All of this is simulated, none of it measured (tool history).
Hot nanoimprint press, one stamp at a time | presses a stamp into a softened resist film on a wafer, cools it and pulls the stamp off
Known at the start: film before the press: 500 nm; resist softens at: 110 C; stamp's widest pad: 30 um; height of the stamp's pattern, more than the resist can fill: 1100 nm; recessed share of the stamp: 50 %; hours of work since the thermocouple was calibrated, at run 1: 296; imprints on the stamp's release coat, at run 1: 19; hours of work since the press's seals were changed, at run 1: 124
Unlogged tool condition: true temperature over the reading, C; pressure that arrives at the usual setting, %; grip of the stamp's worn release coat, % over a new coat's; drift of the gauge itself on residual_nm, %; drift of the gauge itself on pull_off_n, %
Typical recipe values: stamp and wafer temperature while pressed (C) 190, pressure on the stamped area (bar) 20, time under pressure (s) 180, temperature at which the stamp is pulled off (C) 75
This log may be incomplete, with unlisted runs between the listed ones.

run   hour  stamp and wafer temperature while pressed (C)  pressure on the stamped area (bar)  time under pressure (s)  temperature at which the stamp is pulled off (C)  hours of work since the thermocouple was calibrated  imprints on the stamp's release coat  hours of work since the press's seals were changed  resist left under the stamp's widest pad (Å)  greatest force while the stamp is pulled off (N)
  1      0                                            190                                  20                      180                                                75                                                  296                                    19                                                 124                                          1847                                               111
  2   17.1                                            190                                  20                      180                                                75                                                  305                                    76                                                 133                                          1842                                               114
  3   30.1                                            190                                  20                      180                                                75                                                  311                                   119                                                 139                                          1840                                               115
  4   46.1                                            190                                  20                      180                                                75                                                  320                                   172                                                 148                                          1836                                               117
  5   59.6                                            190                                  20                      180                                                75                                                  327                                   217                                                 155                                          1840                                               118
  6   66.8                                            190                                  20                      180                                                71                                                  330                                   240                                                 158                                          1836                                               134
  7   80.6                                            190                                  20                      180                                                71                                                  337                                   286                                                 165                                          1837                                               134
  8   94.5                                            190                                  20                      180                                                71                                                  344                                   332                                                 173                                          1838                                               135
  9  107.7                                            190                                  20                      180                                                71                                                  351                                   376                                                 179                                          1833                                               139
     111.8  -- plate thermocouple calibrated
 10  127.4                                            190                                  20                      180                                                71                                                    8                                   432                                                 188                                          1822                                               142
 11  137.2                                            190                                  20                      180                                                71                                                   13                                   464                                                 193                                          1819                                               143
 12  148.3                                            190                                  20                      180                                                71                                                   19                                   501                                                 199                                          1824                                               143
     155.8  -- stamp cleaned and given a new release coat
 13  161.8                                            182                                  20                      180                                                71                                                   23                                    20                                                 203                                          2357                                               121
 14  177.7                                            182                                16.4                      180                                                71                                                   31                                    72                                                 211                                          2543                                               124
 15  185.3                                            183                                  20                      205                                                75                                                   35                                    98                                                 215                                          2169                                               112
     197.1  -- plate thermocouple calibrated, once more
 16  200.5                                            196                                  20                      205                                                75                                                    2                                   138                                                 221                                          1515                                               120
 17  217.4                                            182                                26.1                       94                                                75                                                   10                                   194                                                 230                                          2850                                               122
 18  225.2                                            190                                  20                      180                                                62                                                   14                                   220                                                 234                                          1936                                               166
 19  239.8                                            186                                18.6                      180                                                75                                                   22                                   268                                                 241                                          2273                                               127
 20  254.7                                            186                                16.7                      180                                                79                                                   30                                   318                                                 249                                          2361                                               114
 21  267.9                                            192                                28.8                      114                                                79                                                   36                                   362                                                 256                                          1864                                               115
 22  275.9                                            187                                13.8                      100                                                67                                                   41                                   388                                                 260                                          3024                                               159
 23  292.8                                            186                                22.7                      180                                                82                                                   49                                   444                                                 269                                          2082                                               109
 24  309.1                                            186                                22.7                      180                                                82                                                   58                                   498                                                 277                                          2076                                               112

Forecast each of these 5 alternatives for the next run:
     317.1  -- stamp cleaned and given a new release coat
  A  327.4                                            186                                22.7                       91                                                81                                                   64                                    34                                                 283                                             ?                                                 ?
     317.1  -- stamp cleaned and given a new release coat
  B  327.4                                            191                                  20                      180                                                75                                                   64                                    34                                                 283                                             ?                                                 ?
     317.1  -- stamp cleaned and given a new release coat
  C  327.4                                            190                                  20                      275                                                75                                                   64                                    34                                                 283                                             ?                                                 ?
     317.1  -- stamp cleaned and given a new release coat
  D  327.4                                            181                                22.7                      180                                                82                                                   64                                    34                                                 283                                             ?                                                 ?
     317.1  -- stamp cleaned and given a new release coat
  E  327.4                                            190                                  20                      180                                                69                                                   64                                    34                                                 283                                             ?                                                 ?

run  resist left under the stamp's widest pad (Å)  greatest force while the stamp is pulled off (N)
  A                                          2687                                                97
  B                                          1861                                               116
  C                                          1610                                               115
  D                                          2450                                                93
  E                                          1928                                               134
With no hidden state in the tool, these same runs would have given:
run  resist left under the stamp's widest pad (Å)  greatest force while the stamp is pulled off (N)
  A                                          2655                                                95
  B                                          1837                                               114
  C                                          1588                                               113
  D                                          2419                                                92
  E                                          1904                                               132
